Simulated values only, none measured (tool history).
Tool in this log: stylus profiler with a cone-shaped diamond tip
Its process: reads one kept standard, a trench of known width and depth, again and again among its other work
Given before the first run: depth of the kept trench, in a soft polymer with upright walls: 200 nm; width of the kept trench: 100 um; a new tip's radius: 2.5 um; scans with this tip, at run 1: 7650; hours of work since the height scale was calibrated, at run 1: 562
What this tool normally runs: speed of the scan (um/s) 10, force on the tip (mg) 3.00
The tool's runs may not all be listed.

run     day  speed of the scan (um/s)  force on the tip (mg)  scans with this tip  hours of work since the height scale was calibrated  depth of the trench (nm)  width of the trench's floor (um)
  1   0.000                        10                   3.00                 7650                                                  562                    202.68                             97.96
  2   2.029                        10                   8.44                 8043                                                  591                    205.68                             98.04
  3   3.996                        10                   8.44                 8423                                                  619                    205.37                             98.04
  4   5.575                         3                   3.00                 8729                                                  642                    202.83                             98.05
  5   7.258                        10                   3.00                 9054                                                  665                    202.76                             97.97
  6   8.875                        10                   3.00                 9366                                                  688                    202.83                             98.01
  7  10.150                         7                   3.00                 9613                                                  707                    202.66                             98.01
  8  11.262                        10                   3.00                 9828                                                  722                    202.83                             97.99
  9  12.475                        10                   3.00                10063                                                  740                    202.84                             97.97
 10  14.867                        10                   3.00                10525                                                  774                    202.89                             97.99
 11  15.992                        10                   3.00                10743                                                  790                    202.74                             97.95
 12  17.862                        10                   3.00                11104                                                  816                    202.78                             97.94
 13  19.833                        10                   3.00                11486                                                  844                    202.70                             97.96
 14  21.154                        10                   3.00                11741                                                  863                    202.76                             97.97
 15  22.550                        10                   3.00                12011                                                  883                    202.55                             97.95
 16  25.054                        10                   3.00                12496                                                  918                    202.74                             97.99
 17  26.129                         3                   3.00                12703                                                  934                    202.97                             98.04
 18  27.229                         3                   3.00                12916                                                  949                    202.88                             98.05
 19  29.146                         3                   3.00                13287                                                  977                    202.85                             98.00
 20  31.121                        10                   3.00                13669                                                 1005                    202.76                             97.94
 21  33.371                        11                   3.00                14104                                                 1037                    203.03                             97.97
 22  34.483                        39                   3.00                14318                                                 1052                    202.71                             97.84
 23  36.408                        39                   3.00                14691                                                 1080                    202.84                             97.84
 24  38.462                        39                   3.00                15088                                                 1109                    202.61                             97.84
 25  41.029                        39                   2.41                15584                                                 1145                    202.35                             97.77
 26  42.333                        13                   1.72                15837                                                 1164                    201.77                             97.95
 27  44.092                         5                   6.18                16177                                                 1189                    204.43                             97.97
 28  45.758                         5                   6.18                16499                                                 1213                    204.50                             98.04
 29  48.288                        11                   6.18                16988                                                 1249                    204.39                             98.01
 30  49.600                         4                   1.13                17242                                                 1267                    201.59                             97.98
 31  50.738                         4                   3.03                17462                                                 1283                    202.86                             98.01
 32  52.021                        33                   3.03                17710                                                 1302                    202.93                             97.85
 33  54.271                        10                   2.59                18145                                                 1334                    202.30                             98.03
 34  55.446                        25                   1.89                18372                                                 1350                    201.88                             97.89
 35  56.929                         2                   1.71                18660                                                 1372                    201.68                             98.00
 36  58.350                        10                   1.44                18934                                                 1392                    201.68                             97.94
 37  59.596                         6                   6.16                19175                                                 1409                    204.51                             98.01
 38  61.496                         6                   3.81                19542                                                 1436                    203.28                             98.00
     63.662  -- height scale calibrated on a step standard
 39  63.662                         4                   1.56                19958                                                    0                    201.74                             97.99
 40  65.150                         4                   3.00                20245                                                   21                    202.59                             97.99
 41  67.275                        10                   2.99                20656                                                   51                    202.80                             97.98
 42  68.608                        23                   1.17                20914                                                   70                    201.34                             97.81
 43  70.804                         3                   3.00                21339                                                  101                    202.90                             97.98

Hidden state at the last listed run before each entry between runs and at the first one after, where it differs:
Between runs 38 and 39: height scale calibrated on a step standard (day 63.662)
  height scale over the true one, %: 0.016 -> 0

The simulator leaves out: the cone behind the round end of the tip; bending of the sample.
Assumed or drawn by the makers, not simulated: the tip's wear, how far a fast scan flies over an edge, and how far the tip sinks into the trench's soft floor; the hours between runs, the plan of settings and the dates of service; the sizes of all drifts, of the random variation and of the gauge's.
